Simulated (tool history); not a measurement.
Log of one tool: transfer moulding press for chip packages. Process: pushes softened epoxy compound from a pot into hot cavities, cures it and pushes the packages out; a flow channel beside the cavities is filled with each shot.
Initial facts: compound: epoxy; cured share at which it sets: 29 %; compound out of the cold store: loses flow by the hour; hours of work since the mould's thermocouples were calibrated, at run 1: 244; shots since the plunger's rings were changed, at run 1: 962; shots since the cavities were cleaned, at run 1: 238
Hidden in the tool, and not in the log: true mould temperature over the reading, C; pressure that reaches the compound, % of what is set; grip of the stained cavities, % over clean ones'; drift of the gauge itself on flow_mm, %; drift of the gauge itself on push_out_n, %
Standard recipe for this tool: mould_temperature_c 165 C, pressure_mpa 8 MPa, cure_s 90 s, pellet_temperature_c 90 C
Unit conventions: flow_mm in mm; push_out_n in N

| run | day | mould_temperature_c | pressure_mpa | cure_s | pellet_temperature_c | hours of work since the mould's thermocouples were calibrated | shots since the plunger's rings were changed | shots since the cavities were cleaned | incoming compound's hours out of the cold store | flow_mm | push_out_n |
|---|---|---|---|---|---|---|---|---|---|---|---|
| 1 | 0 | 165 | 8 | 90 | 90 | 244 | 962 | 238 | 37.9 | 651 | 313 |
| 2 | 0.204 | 165 | 8 | 90 | 90 | 247 | 1027 | 303 | 34.1 | 656 | 339 |
| 3 | 0.675 | 165 | 8 | 90 | 90 | 254 | 1181 | 457 | 46.6 | 625 | 350 |
| 4 | 1.15 | 165 | 8 | 90 | 90 | 261 | 1334 | 610 | 18.9 | 711 | 406 |
| 5 | 1.442 | 165 | 8 | 90 | 90 | 266 | 1429 | 705 | 20.6 | 700 | 402 |
|  | 1.571 | cavities cleaned with cleaning compound and waxed |
| 6 | 1.821 | 165 | 8 | 90 | 96 | 270 | 1532 | 81 | 23.2 | 693 | 260 |
| 7 | 2.167 | 165 | 8 | 90 | 96 | 276 | 1644 | 193 | 28.2 | 678 | 288 |
| 8 | 2.454 | 165 | 8 | 90 | 96 | 280 | 1738 | 287 | 43.8 | 628 | 300 |
| 9 | 2.738 | 165 | 8 | 74 | 96 | 284 | 1829 | 378 | 41.6 | 630 | 484 |
| 10 | 3.096 | 171 | 8 | 90 | 90 | 289 | 1946 | 495 | 46.3 | 604 | 267 |
| 11 | 3.321 | 165 | 8 | 90 | 90 | 293 | 2018 | 567 | 32 | 645 | 355 |
| 12 | 3.517 | 165 | 8.83 | 90 | 90 | 296 | 2083 | 632 | 19.3 | 728 | 388 |
|  | 3.879 | cavities cleaned with cleaning compound and waxed |
| 13 | 3.879 | 165 | 8 | 117 | 90 | 300 | 2179 | 0 | 35.8 | 632 | 173 |
| 14 | 4.108 | 165 | 8 | 90 | 90 | 304 | 2254 | 75 | 17.1 | 696 | 268 |
| 15 | 4.312 | 158 | 8 | 90 | 90 | 307 | 2321 | 142 | 39 | 646 | 433 |
| 16 | 4.712 | 158 | 8 | 90 | 90 | 313 | 2450 | 271 | 16.9 | 719 | 526 |
| 17 | 5.033 | 170 | 7.46 | 90 | 90 | 317 | 2554 | 375 | 26.7 | 635 | 264 |
| 18 | 5.242 | 171 | 9.42 | 90 | 90 | 321 | 2621 | 442 | 43 | 658 | 262 |
| 19 | 5.529 | 171 | 9.42 | 90 | 90 | 325 | 2715 | 536 | 34.1 | 680 | 275 |
| 20 | 5.929 | 171 | 9.42 | 90 | 90 | 331 | 2845 | 666 | 10.3 | 751 | 290 |
|  | 6.212 | cavities cleaned with cleaning compound and waxed |
| 21 | 6.3 | 163 | 7.35 | 81 | 99 | 335 | 2945 | 29 | 15.1 | 674 | 346 |
| 22 | 6.608 | 168 | 8.08 | 120 | 84 | 340 | 3044 | 128 | 10.3 | 700 | 204 |
| 23 | 6.817 | 168 | 8.08 | 120 | 84 | 343 | 3113 | 197 | 38.4 | 615 | 211 |
| 24 | 7.108 | 168 | 8.08 | 120 | 84 | 348 | 3207 | 291 | 37.2 | 623 | 224 |
| 25 | 7.588 | 168 | 6.02 | 106 | 98 | 355 | 3362 | 446 | 22.7 | 566 | 256 |
| 26 | 7.908 | 161 | 7.1 | 90 | 90 | 359 | 3466 | 550 | 21.7 | 640 | 495 |
| 27 | 8.138 | 161 | 6.21 | 90 | 90 | 363 | 3541 | 625 | 33.9 | 564 | 473 |
| 28 | 8.392 | 165 | 8 | 74 | 83 | 367 | 3623 | 707 | 21.7 | 664 | 630 |
|  | 8.542 | cavities cleaned with cleaning compound and waxed |
| 29 | 8.817 | 165 | 8 | 74 | 83 | 372 | 3742 | 90 | 15.9 | 683 | 448 |

What if the next run were any one of these 3? Each begins from the tool's condition after run 29:
| A | 9.062 | 171 | 8 | 74 | 83 | 376 | 3821 | 169 | 11.2 | ? | ? |
| B | 9.062 | 165 | 6.52 | 90 | 90 | 376 | 3821 | 169 | 14.9 | ? | ? |
| C | 9.062 | 170 | 8 | 74 | 83 | 376 | 3821 | 169 | 35.1 | ? | ? |

| run | flow_mm | push_out_n |
|---|---|---|
| A | 687 | 309 |
| B | 616 | 303 |
| C | 619 | 308 |
With no hidden state in the tool, these same runs would have given:
| run | flow_mm | push_out_n |
|---|---|---|
| A | 740 | 262 |
| B | 664 | 257 |
| C | 668 | 260 |
